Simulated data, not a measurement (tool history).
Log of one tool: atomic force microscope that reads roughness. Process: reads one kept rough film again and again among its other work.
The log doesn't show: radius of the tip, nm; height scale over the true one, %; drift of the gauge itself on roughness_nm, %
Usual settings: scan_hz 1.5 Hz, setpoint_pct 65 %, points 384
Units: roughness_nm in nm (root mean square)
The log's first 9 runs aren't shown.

run	day	scan_hz	setpoint_pct	points	pictures with this tip	hours of work since the height scale was calibrated	roughness_nm
10	22.104	1.5	65	384	210	551	2.246
11	23.45	1.5	65	384	255	573	2.17
12	25.892	1.5	65	384	336	614	2.05
# day 27.508: new tip fitted
13	28.5	1.5	65	384	33	658	2.618
14	30.192	1.5	65	384	89	686	2.491
15	33.317	1.5	71	384	193	739	2.192
16	34.725	0.54	65	384	240	762	2.243
17	36.233	0.54	65	384	290	788	2.164
18	39.1	1.5	60	384	385	836	1.986
# day 39.275: new tip fitted
19	42.112	1.12	86	752	95	886	2.292
20	44.254	1.12	86	752	166	922	2.18
21	47.479	1.44	71	345	273	976	2.065
22	49.35	2.05	71	345	335	1007	1.871
# day 51.217: new tip fitted
# day 51.796: height scale calibrated on a step standard
23	52.083	0.52	58	557	28	5	2.793
24	54.004	0.52	58	557	92	37	2.622
25	56.633	1.5	83	850	179	81	2.082
26	58.4	1.5	83	850	238	111	1.989
27	60.083	1.5	83	850	293	139	1.9
28	62.588	3.77	77	612	377	181	1.566
# day 63.067: new tip fitted
29	64.254	1.09	67	612	39	209	2.56
30	67.35	0.51	65	519	142	261	2.418
31	70.033	1.5	78	962	231	306	2.004
32	72.483	0.61	78	480	313	347	2.016

5 ways to go on from here, each from the tool as it stands after run 32. What would each give?
A	74.579	2.22	76	467	382	382	?
B	74.579	0.61	60	480	382	382	?
C	74.579	1.5	66	384	382	382	?
D	74.579	1.5	65	434	382	382	?
E	74.579	0.84	65	384	382	382	?

run	roughness_nm
A	1.696
B	1.991
C	1.874
D	1.893
E	1.935
Without the tool's hidden state the same runs would have given:
run	roughness_nm
A	2.442
B	2.873
C	2.705
D	2.732
E	2.792
